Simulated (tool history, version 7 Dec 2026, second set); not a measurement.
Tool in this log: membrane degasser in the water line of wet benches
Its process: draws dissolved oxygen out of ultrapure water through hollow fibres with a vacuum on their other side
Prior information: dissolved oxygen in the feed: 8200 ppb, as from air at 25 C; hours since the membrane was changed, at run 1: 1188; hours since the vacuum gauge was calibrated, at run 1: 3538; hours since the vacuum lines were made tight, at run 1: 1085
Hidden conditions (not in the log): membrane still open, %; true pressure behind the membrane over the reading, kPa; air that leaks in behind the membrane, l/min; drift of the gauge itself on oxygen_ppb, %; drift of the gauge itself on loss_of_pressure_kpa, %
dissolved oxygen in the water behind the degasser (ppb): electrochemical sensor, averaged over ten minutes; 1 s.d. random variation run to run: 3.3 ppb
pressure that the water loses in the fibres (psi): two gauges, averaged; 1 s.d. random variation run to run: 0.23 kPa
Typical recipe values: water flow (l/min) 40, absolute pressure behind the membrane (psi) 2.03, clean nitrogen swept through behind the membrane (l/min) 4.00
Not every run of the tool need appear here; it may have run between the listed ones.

| run | hour | water flow (l/min) | absolute pressure behind the membrane (psi) | clean nitrogen swept through behind the membrane (l/min) | hours since the membrane was changed | hours since the vacuum gauge was calibrated | hours since the vacuum lines were made tight | dissolved oxygen in the water behind the degasser (ppb) | pressure that the water loses in the fibres (psi) |
|---|---|---|---|---|---|---|---|---|---|
| 1 | 0.0 | 40 | 2.03 | 4.00 | 1188 | 3538 | 1085 | 325.2 | 8.779 |
| 2 | 49.9 | 40 | 2.03 | 4.00 | 1238 | 3588 | 1135 | 321.5 | 8.730 |
| 3 | 93.3 | 40 | 1.49 | 4.00 | 1282 | 3632 | 1178 | 248.1 | 8.756 |
| 4 | 114.6 | 40 | 1.49 | 4.00 | 1303 | 3653 | 1200 | 246.4 | 8.815 |
| 5 | 157.9 | 40 | 1.49 | 4.00 | 1346 | 3696 | 1243 | 251.3 | 8.701 |
| 6 | 185.7 | 40 | 1.49 | 4.00 | 1374 | 3724 | 1271 | 243.4 | 8.754 |
| 7 | 226.5 | 40 | 1.49 | 4.00 | 1415 | 3765 | 1311 | 244.4 | 8.826 |
| 8 | 271.1 | 40 | 1.49 | 4.00 | 1459 | 3809 | 1356 | 245.8 | 8.770 |
| 9 | 295.3 | 40 | 1.49 | 4.00 | 1484 | 3834 | 1380 | 248.3 | 8.820 |
| 10 | 331.0 | 40 | 2.03 | 4.00 | 1519 | 3869 | 1416 | 326.3 | 8.827 |
| 11 | 377.8 | 40 | 2.03 | 4.00 | 1566 | 3916 | 1463 | 333.7 | 8.830 |
| 12 | 402.1 | 40 | 2.03 | 4.00 | 1590 | 3940 | 1487 | 324.8 | 8.872 |
| 13 | 425.9 | 40 | 2.03 | 4.00 | 1614 | 3964 | 1511 | 326.0 | 8.815 |
| 14 | 472.4 | 40 | 2.03 | 4.00 | 1661 | 4011 | 1557 | 321.4 | 8.859 |
| 15 | 510.9 | 56 | 4.61 | 8.30 | 1699 | 4049 | 1596 | 578.5 | 12.357 |
| 16 | 547.9 | 56 | 4.61 | 8.30 | 1736 | 4086 | 1633 | 569.0 | 12.438 |
| 17 | 585.0 | 56 | 4.61 | 8.30 | 1773 | 4123 | 1670 | 572.2 | 12.494 |
| 18 | 619.3 | 56 | 4.61 | 8.30 | 1808 | 4158 | 1704 | 579.2 | 12.415 |
| 19 | 663.4 | 56 | 1.90 | 8.30 | 1852 | 4202 | 1748 | 301.5 | 12.407 |
| 20 | 708.1 | 41 | 1.28 | 8.30 | 1896 | 4246 | 1793 | 149.4 | 9.161 |
| 21 | 742.7 | 40 | 2.94 | 3.31 | 1931 | 4281 | 1828 | 538.6 | 8.946 |
| 22 | 775.8 | 40 | 2.94 | 3.31 | 1964 | 4314 | 1861 | 530.8 | 9.010 |
| 23 | 809.5 | 40 | 2.94 | 3.31 | 1998 | 4348 | 1894 | 530.0 | 8.973 |
| 24 | 858.6 | 35 | 3.55 | 1.67 | 2047 | 4397 | 1944 | 955.8 | 7.800 |
|  | 867.5 | gauge calibrated |
| 25 | 904.6 | 35 | 3.55 | 1.67 | 2093 | 4443 | 1990 | 947.5 | 7.655 |
| 26 | 949.9 | 40 | 1.80 | 5.48 | 2138 | 4488 | 2035 | 238.5 | 8.779 |
| 27 | 979.6 | 40 | 2.61 | 2.22 | 2168 | 4518 | 2065 | 627.7 | 8.736 |
| 28 | 1022.0 | 53 | 2.83 | 4.00 | 2210 | 4560 | 2107 | 604.7 | 11.613 |

What would each run have given without the hidden state, its run-to-run variation left as it was?
| run | pressure that the water loses in the fibres (psi) |
|---|---|
| 1 | 8.778 |
| 2 | 8.715 |
| 3 | 8.730 |
| 4 | 8.783 |
| 5 | 8.659 |
| 6 | 8.705 |
| 7 | 8.765 |
| 8 | 8.698 |
| 9 | 8.741 |
| 10 | 8.740 |
| 11 | 8.730 |
| 12 | 8.766 |
| 13 | 8.704 |
| 14 | 8.734 |
| 15 | 12.170 |
| 16 | 12.237 |
| 17 | 12.277 |
| 18 | 12.188 |
| 19 | 12.164 |
| 20 | 8.971 |
| 21 | 8.752 |
| 22 | 8.805 |
| 23 | 8.760 |
| 24 | 7.604 |
| 25 | 7.643 |
| 26 | 8.756 |
| 27 | 8.704 |
| 28 | 11.555 |
dissolved oxygen in the water behind the degasser (ppb): differs from the measured result by no more than 0.4 in any run.
